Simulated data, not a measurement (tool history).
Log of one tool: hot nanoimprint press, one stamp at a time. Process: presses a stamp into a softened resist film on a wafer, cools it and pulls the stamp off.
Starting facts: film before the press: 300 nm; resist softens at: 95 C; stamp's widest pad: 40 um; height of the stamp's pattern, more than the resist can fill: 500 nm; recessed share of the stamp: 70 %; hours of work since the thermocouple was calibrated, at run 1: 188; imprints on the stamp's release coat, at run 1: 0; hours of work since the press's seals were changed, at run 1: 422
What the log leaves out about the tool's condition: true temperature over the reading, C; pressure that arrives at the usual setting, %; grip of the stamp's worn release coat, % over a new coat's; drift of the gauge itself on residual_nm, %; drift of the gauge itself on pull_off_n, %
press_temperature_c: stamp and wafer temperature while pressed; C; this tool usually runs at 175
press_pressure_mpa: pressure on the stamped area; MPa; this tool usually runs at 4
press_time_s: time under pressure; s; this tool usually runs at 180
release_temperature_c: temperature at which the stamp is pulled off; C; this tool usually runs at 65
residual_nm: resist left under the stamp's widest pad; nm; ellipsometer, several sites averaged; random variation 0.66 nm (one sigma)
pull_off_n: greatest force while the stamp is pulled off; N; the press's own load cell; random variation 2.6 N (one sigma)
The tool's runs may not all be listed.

run	day	press_temperature_c	press_pressure_mpa	press_time_s	release_temperature_c	hours of work since the thermocouple was calibrated	imprints on the stamp's release coat	hours of work since the press's seals were changed	residual_nm	pull_off_n
1	0	175	4	180	65	188	0	422	171.5	116
2	1.192	175	4	180	65	202	47	436	170.4	120
3	2.354	175	4	180	65	216	92	450	172.5	126
4	3.5	175	4	180	65	230	136	463	170.9	128
5	4.892	175	4	180	65	247	190	480	171.8	131
6	6.85	168	4	180	65	270	267	503	213.4	131
7	8.292	175	4	150	65	287	323	520	182.4	136
8	10.121	164	4	180	65	309	394	542	235.8	141
9	11.346	164	4	180	65	323	441	557	233.7	145
10	13.217	175	4	180	65	346	514	579	173.7	140
11	14.7	175	4	180	65	363	572	597	174.5	150
12	16.479	175	4	180	65	385	641	618	175.3	150
13	17.692	175	4	180	65	399	688	632	175.3	155
# day 19: plate thermocouple calibrated
14	19.208	175	4	180	65	2	742	649	171.4	151
15	21.292	175	4	180	65	27	823	674	171.6	155
16	23.096	175	2.79	259	57	49	893	695	180.9	192
17	24.892	175	2.79	259	57	70	963	717	179.8	197
18	27.029	175	2.79	259	57	96	1046	742	181.1	195
19	28.279	175	4.6	179	53	111	1095	757	163	217
20	30.412	175	4.6	179	53	136	1177	782	162.8	221
21	31.662	175	4.6	179	53	151	1226	797	164.2	225
22	33.817	175	4	109	65	176	1310	823	200.2	178
23	35.733	168	4.49	354	64	199	1384	846	170.8	183
24	37.879	176	3.96	91	50	225	1468	871	205.6	254
25	39.762	176	3.96	91	50	247	1541	894	205.7	255
26	41.025	165	3.68	121	65	262	1590	909	251.4	190
27	42.417	178	4	180	70	279	1644	925	159.8	179
28	43.338	175	4.53	165	53	290	1680	936	172.3	257
29	44.579	175	4.53	165	53	305	1728	951	170.9	257
30	46.071	175	2.58	194	61	322	1786	969	204.2	220

The logged runs with the hidden state left out (each run's random variation unchanged):
run	residual_nm	pull_off_n
1	166.9	115
2	165.6	117
3	167.4	120
4	165.7	121
5	166.2	121
6	207.3	118
7	176	121
8	229.4	122
9	227.1	124
10	166.4	117
11	166.8	123
12	167.3	120
13	167.1	122
14	167.2	120
15	167.1	120
16	176.9	146
17	175.5	146
18	176.4	142
19	156.7	155
20	156.1	154
21	157	155
22	193.2	120
23	162.5	121
24	197.9	164
25	197.6	162
26	245	119
27	151.4	110
28	162.7	158
29	161.1	155
30	196.3	130
